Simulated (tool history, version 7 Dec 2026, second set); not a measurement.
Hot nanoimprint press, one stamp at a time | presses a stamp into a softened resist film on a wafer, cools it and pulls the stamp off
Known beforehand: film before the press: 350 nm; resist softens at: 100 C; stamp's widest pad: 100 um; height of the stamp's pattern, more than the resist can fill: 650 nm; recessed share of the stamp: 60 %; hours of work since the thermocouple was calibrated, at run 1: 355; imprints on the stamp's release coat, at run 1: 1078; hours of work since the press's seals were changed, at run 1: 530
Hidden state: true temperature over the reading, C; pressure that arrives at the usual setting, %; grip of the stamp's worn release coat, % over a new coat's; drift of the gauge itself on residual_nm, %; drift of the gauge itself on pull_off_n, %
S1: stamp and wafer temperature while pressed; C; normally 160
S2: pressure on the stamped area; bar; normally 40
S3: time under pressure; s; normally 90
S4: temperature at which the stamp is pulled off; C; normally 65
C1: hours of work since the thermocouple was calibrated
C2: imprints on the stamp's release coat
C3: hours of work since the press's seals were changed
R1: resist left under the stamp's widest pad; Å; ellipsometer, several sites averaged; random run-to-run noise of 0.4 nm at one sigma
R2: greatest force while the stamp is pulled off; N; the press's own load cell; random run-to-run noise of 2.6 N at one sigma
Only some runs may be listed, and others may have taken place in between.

run     day   S1    S2   S3  S4   C1    C2    C3    R1   R2
  1       0  160    40   90  65  355  1078   530  1956  246
      0.333  -- plate thermocouple calibrated
      1.317  -- stamp cleaned and given a new release coat
  2   1.792  160    40   90  65   18    33   551  1942  211
  3   4.233  160    40   90  65   55   203   587  1939  214
  4   5.892  160    40   90  65   80   318   612  1935  216
  5   7.267  160    40   90  65  100   414   633  1929  218
  6  10.646  160    40   90  65  151   649   684  1923  231
  7  12.821  160    40   90  65  184   801   716  1915  230
  8    15.3  160  42.1   90  65  221   973   753  1884  241
     18.025  -- stamp cleaned and given a new release coat
  9  18.221  160  42.1   90  65  261    13   794  1885  209
     20.529  -- plate thermocouple calibrated, once more
 10  20.942  160  42.1   90  65    6   194   832  2046  223
 11  24.025  160    40   90  65   52   409   879  2059  226
 12  26.642  160    40  104  65   92   591   918  1958  235
 13    29.4  160    40   90  67  133   783   959  2052  230
 14  30.892  160    40   90  65  155   887   982  2050  242
 15  32.479  160  48.5   90  65  179   998  1005  1921  248
     34.896  -- stamp cleaned and given a new release coat
 16  36.021  160  48.5   77  65  229    78  1055  2028  213
 17  37.854  160  48.5   77  65  256   206  1082  2023  213
 18  40.662  160  48.5   66  61  298   401  1124  2126  248
 19  42.158  156    47   94  67  321   505  1147  2298  216
     44.896  -- plate thermocouple calibrated
 20  45.417  156    47   94  67    8   724  1194  2392  225
 21  47.388  163    47   94  67   37   861  1223  1674  229
 22  50.046  160    40   90  62   77  1046  1263  2084  273
     51.812  -- stamp cleaned and given a new release coat
 23  52.004  160    40  150  53  103    13  1289  1748  274
 24  55.204  160    40   81  65  151   236  1337  2151  222
     56.446  -- press's hydraulic seals changed and the load cell set to zero
 25  58.638  160    40   81  65  197   452    33  2055  228
 26  60.983  162  32.4   52  56  233   615    68  2284  286
 27  63.446  167  46.8   70  54  269   787   105  1402  303
 28  65.521  167  37.3  137  54  301   931   136  1152  312
 29  68.188  152  55.9  144  54  341  1117   176  2293  318

Consider 4 possible next runs. They are alternatives, not a sequence: every one starts from the tool as it was left by run 29. What does each give?
     68.938  -- stamp cleaned and given a new release coat
     69.721  -- plate thermocouple calibrated
  A  71.888  160  37.2   48  65  32  196  226   ?   ?
     68.938  -- stamp cleaned and given a new release coat
     69.721  -- plate thermocouple calibrated
  B  71.888  149  55.9  144  56  32  196  226   ?   ?
     68.938  -- stamp cleaned and given a new release coat
     69.721  -- plate thermocouple calibrated
  C  71.888  152  53.8  144  54  32  196  226   ?   ?
     68.938  -- stamp cleaned and given a new release coat
     69.721  -- plate thermocouple calibrated
  D  71.888  152  55.9  144  54  32  196  226   ?   ?

run    R1   R2
  A  2481  217
  B  2656  275
  C  2369  279
  D  2343  279
Had the tool no hidden state, the same runs would have come out as:
run    R1   R2
  A  2483  211
  B  2655  267
  C  2368  271
  D  2341  271

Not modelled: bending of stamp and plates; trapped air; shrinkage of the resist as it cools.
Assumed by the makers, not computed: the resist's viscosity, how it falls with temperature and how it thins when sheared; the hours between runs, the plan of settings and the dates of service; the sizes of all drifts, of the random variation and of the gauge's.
